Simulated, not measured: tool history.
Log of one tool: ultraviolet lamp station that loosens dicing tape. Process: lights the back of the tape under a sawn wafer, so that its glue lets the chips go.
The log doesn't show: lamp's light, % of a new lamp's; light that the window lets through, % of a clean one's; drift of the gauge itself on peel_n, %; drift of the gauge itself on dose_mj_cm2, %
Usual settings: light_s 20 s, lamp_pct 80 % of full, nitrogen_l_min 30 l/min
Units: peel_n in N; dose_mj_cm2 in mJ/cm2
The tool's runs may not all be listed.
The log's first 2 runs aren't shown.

run,hour,light_s,lamp_pct,nitrogen_l_min,hours of work of the lamp,hours of work since the window was cleaned,peel_n,dose_mj_cm2
# hour 15.0: window cleaned of glue's vapour
3,20.6,20,80,30,260,3,1.836,162
4,31.7,20,80,12,266,9,2.527,163
5,44.1,20,94,30,272,16,1.408,193
# hour 49.3: window cleaned of glue's vapour, once more
6,56.6,20,94,30,279,4,1.060,224
7,69.4,20,94,30,285,11,1.076,218
8,83.4,20,94,30,293,18,1.090,221
9,89.7,20,94,30,296,22,1.082,219
10,104.7,20,94,30,304,30,1.070,217
11,113.3,20,73,30,309,34,1.827,168
12,125.7,20,80,30,316,41,1.538,183
13,133.1,20,67,30,320,45,2.069,154
14,146.8,20,67,32,327,52,2.002,154
15,159.9,20,67,32,334,59,2.092,151
16,168.6,20,67,32,339,64,2.146,151
17,175.8,20,67,32,343,68,2.196,152
18,187.7,20,67,32,349,74,2.070,152
19,195.4,20,80,16,353,78,1.993,185
20,209.8,20,80,16,361,86,2.095,180
21,217.6,20,80,50,365,90,1.429,180
22,224.0,20,80,19,369,94,1.821,181
23,232.4,28,73,11,373,98,1.579,227

The next listed run, before its measurement:
24,243.7,28,73,11,379,104,?,?

peel_n: 1.584 N
dose_mj_cm2: 226 mJ/cm2
Without the tool's hidden state the same run would have given peel_n 1.193 N, dose_mj_cm2 261 mJ/cm2.

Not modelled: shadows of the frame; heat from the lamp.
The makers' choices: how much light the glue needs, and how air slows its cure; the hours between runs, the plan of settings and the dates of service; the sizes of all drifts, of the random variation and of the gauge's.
